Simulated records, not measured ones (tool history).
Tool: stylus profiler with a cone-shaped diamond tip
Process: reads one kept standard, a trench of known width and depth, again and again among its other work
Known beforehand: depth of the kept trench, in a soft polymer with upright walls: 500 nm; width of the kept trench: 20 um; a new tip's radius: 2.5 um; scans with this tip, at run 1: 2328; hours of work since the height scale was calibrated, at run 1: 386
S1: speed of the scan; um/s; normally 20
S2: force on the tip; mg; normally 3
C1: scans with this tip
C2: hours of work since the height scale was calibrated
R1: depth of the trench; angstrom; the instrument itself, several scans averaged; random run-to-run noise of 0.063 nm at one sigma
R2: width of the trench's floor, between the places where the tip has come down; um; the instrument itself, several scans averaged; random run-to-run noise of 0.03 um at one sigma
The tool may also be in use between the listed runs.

run 1 hour=0 | S1=20 S2=3 | C1=2328 C2=386 | R1=5060.8 R2=16.55
run 2 hour=119.1 | S1=20 S2=3 | C1=2772 C2=459 | R1=5061.1 R2=16.53
run 3 hour=190.8 | S1=8 S2=3 | C1=3040 C2=504 | R1=5062.3 R2=16.49
run 4 hour=292.6 | S1=8 S2=3 | C1=3420 C2=567 | R1=5060.2 R2=16.44
run 5 hour=379.5 | S1=8 S2=3 | C1=3745 C2=621 | R1=5060.1 R2=16.46
run 6 hour=454.6 | S1=8 S2=3 | C1=4025 C2=667 | R1=5058.4 R2=16.37
run 7 hour=551.4 | S1=8 S2=3 | C1=4387 C2=727 | R1=5058.7 R2=16.33
run 8 hour=663.9 | S1=8 S2=3 | C1=4807 C2=797 | R1=5058.8 R2=16.31
run 9 hour=763.5 | S1=8 S2=3 | C1=5179 C2=858 | R1=5057.6 R2=16.22
run 10 hour=847.5 | S1=8 S2=3 | C1=5492 C2=910 | R1=5056.6 R2=16.16
run 11 hour=904.4 | S1=8 S2=3 | C1=5705 C2=945 | R1=5057.6 R2=16.1
run 12 hour=990 | S1=8 S2=3 | C1=6024 C2=998 | R1=5057.2 R2=16.15
run 13 hour=1062.3 | S1=8 S2=3 | C1=6295 C2=1043 | R1=5057 R2=16.06
-- hour=1112.7 height scale calibrated on a step standard
run 14 hour=1155.4 | S1=20 S2=8.33 | C1=6640 C2=26 | R1=5126.6 R2=16
run 15 hour=1269 | S1=20 S2=8.33 | C1=7064 C2=97 | R1=5126.1 R2=15.95
run 16 hour=1320.2 | S1=20 S2=3 | C1=7255 C2=128 | R1=5063 R2=15.85
run 17 hour=1407.2 | S1=20 S2=3 | C1=7580 C2=182 | R1=5063.3 R2=15.84
run 18 hour=1482 | S1=47 S2=1.34 | C1=7860 C2=229 | R1=5034.7 R2=15.61
run 19 hour=1564.8 | S1=22 S2=8.02 | C1=8169 C2=280 | R1=5122 R2=15.86
run 20 hour=1678.3 | S1=57 S2=2.61 | C1=8593 C2=350 | R1=5056.1 R2=15.56
run 21 hour=1786.4 | S1=25 S2=3.79 | C1=8997 C2=417 | R1=5071 R2=15.71
run 22 hour=1872 | S1=25 S2=3.79 | C1=9316 C2=470 | R1=5072.2 R2=15.67
run 23 hour=1945.2 | S1=6 S2=1.4 | C1=9589 C2=515 | R1=5034.8 R2=15.66
run 24 hour=2014.7 | S1=6 S2=5.36 | C1=9849 C2=558 | R1=5091.1 R2=15.7
run 25 hour=2066.5 | S1=60 S2=3 | C1=10042 C2=590 | R1=5060.1 R2=15.36
run 26 hour=2134.4 | S1=13 S2=3.35 | C1=10296 C2=632 | R1=5063.3 R2=15.62
run 27 hour=2241.9 | S1=13 S2=3.35 | C1=10697 C2=699 | R1=5063.1 R2=15.51
run 28 hour=2321.5 | S1=7 S2=2.76 | C1=10995 C2=748 | R1=5055.7 R2=15.51
run 29 hour=2434.5 | S1=5 S2=7.74 | C1=11417 C2=818 | R1=5114.5 R2=15.52
run 30 hour=2484.6 | S1=69 S2=4.36 | C1=11604 C2=849 | R1=5074.9 R2=15.19
run 31 hour=2546.5 | S1=69 S2=4.36 | C1=11835 C2=887 | R1=5075.3 R2=15.26
run 32 hour=2605.6 | S1=41 S2=6.67 | C1=12056 C2=924 | R1=5103.6 R2=15.34
run 33 hour=2679 | S1=60 S2=5.05 | C1=12330 C2=969 | R1=5085.2 R2=15.24

The logged runs with the hidden state left out (each run's random variation unchanged):
Hidden state at play: radius of the tip, um; height scale over the true one, %; drift of the gauge itself on depth_nm, %; drift of the gauge itself on floor_um, %.
run=1 R1=5063.5 R2=16.92
run=2 R1=5064.3 R2=16.96
run=3 R1=5065.8 R2=16.96
run=4 R1=5064.2 R2=16.95
run=5 R1=5064.5 R2=17.02
run=6 R1=5063.1 R2=16.97
run=7 R1=5063.8 R2=16.97
run=8 R1=5064.4 R2=17.01
run=9 R1=5063.7 R2=16.96
run=10 R1=5063.1 R2=16.95
run=11 R1=5064.4 R2=16.91
run=12 R1=5064.4 R2=17
run=13 R1=5064.5 R2=16.95
run=14 R1=5127.2 R2=16.93
run=15 R1=5127.2 R2=16.93
run=16 R1=5064.3 R2=16.85
run=17 R1=5064.9 R2=16.88
run=18 R1=5036.7 R2=16.68
run=19 R1=5124.4 R2=16.97
run=20 R1=5058.9 R2=16.72
run=21 R1=5074.4 R2=16.91
run=22 R1=5075.9 R2=16.9
run=23 R1=5038.8 R2=16.93
run=24 R1=5095.5 R2=17
run=25 R1=5064.7 R2=16.68
run=26 R1=5068.2 R2=16.97
run=27 R1=5068.5 R2=16.9
run=28 R1=5061.4 R2=16.94
run=29 R1=5120.8 R2=16.98
run=30 R1=5081.5 R2=16.67
run=31 R1=5082.1 R2=16.77
run=32 R1=5110.7 R2=16.87
run=33 R1=5092.6 R2=16.81
